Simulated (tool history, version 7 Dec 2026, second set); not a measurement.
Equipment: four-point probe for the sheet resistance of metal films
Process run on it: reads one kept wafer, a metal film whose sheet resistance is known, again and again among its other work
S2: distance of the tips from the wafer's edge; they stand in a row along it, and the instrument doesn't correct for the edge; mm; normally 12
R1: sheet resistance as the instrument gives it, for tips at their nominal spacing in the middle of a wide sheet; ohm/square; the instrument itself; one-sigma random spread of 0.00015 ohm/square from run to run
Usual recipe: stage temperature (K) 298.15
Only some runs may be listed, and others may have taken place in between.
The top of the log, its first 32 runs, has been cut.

Run 33, hour 1696.4: usual settings but stage temperature (K) 306.15, S2 62 mm. Result: R1 0.764948 ohm/square.
Run 34, hour 1780.2: usual settings but stage temperature (K) 295.15, S2 45 mm. Result: R1 0.770244 ohm/square.
Run 35, hour 1832.3: usual settings but stage temperature (K) 295.15, S2 45 mm. Result: R1 0.770331 ohm/square.
Run 36, hour 1899.2: usual settings but stage temperature (K) 292.15, S2 68 mm. Result: R1 0.7721 ohm/square.
Run 37, hour 1956.4: usual settings but stage temperature (K) 303.15, S2 26 mm. Result: R1 0.766456 ohm/square.
Run 38, hour 2018: usual settings but stage temperature (K) 299.15, S2 26 mm. Result: R1 0.768684 ohm/square.
Run 39, hour 2063.2: usual settings but stage temperature (K) 299.15, S2 26 mm. Result: R1 0.768501 ohm/square.
Run 40, hour 2120.6: usual settings but stage temperature (K) 307.15, S2 41 mm. Result: R1 0.764317 ohm/square.
Run 41, hour 2177.5: usual settings but stage temperature (K) 295.15, S2 16 mm. Result: R1 0.770745 ohm/square.
Run 42, hour 2231.8: usual settings but stage temperature (K) 305.15, S2 13 mm. Result: R1 0.765864 ohm/square.
Run 43, hour 2285.5: usual settings but stage temperature (K) 305.15, S2 13 mm. Result: R1 0.765823 ohm/square.
Run 44, hour 2359.5: usual settings but stage temperature (K) 304.15, S2 67 mm. Result: R1 0.766118 ohm/square.

Here are 4 independent what-if runs from the current tool condition. What would each one return?
Run A, hour 2404.1: usual settings but stage temperature (K) 297.15, S2 10 mm. Result: R1 ?.
Run B, hour 2404.1: usual settings but stage temperature (K) 297.15, S2 49 mm. Result: R1 ?.
Run C, hour 2404.1: usual settings but stage temperature (K) 293.15, S2 40 mm. Result: R1 ?.
Run D, hour 2404.1: usual settings but stage temperature (K) 304.15, S2 18 mm. Result: R1 ?.

run        R1
  A  0.770453
  B  0.769739
  C  0.771779
  D  0.766553
Without the tool's hidden state the same runs would have given:
run        R1
  A  0.767777
  B  0.767065
  C  0.769112
  D  0.763867
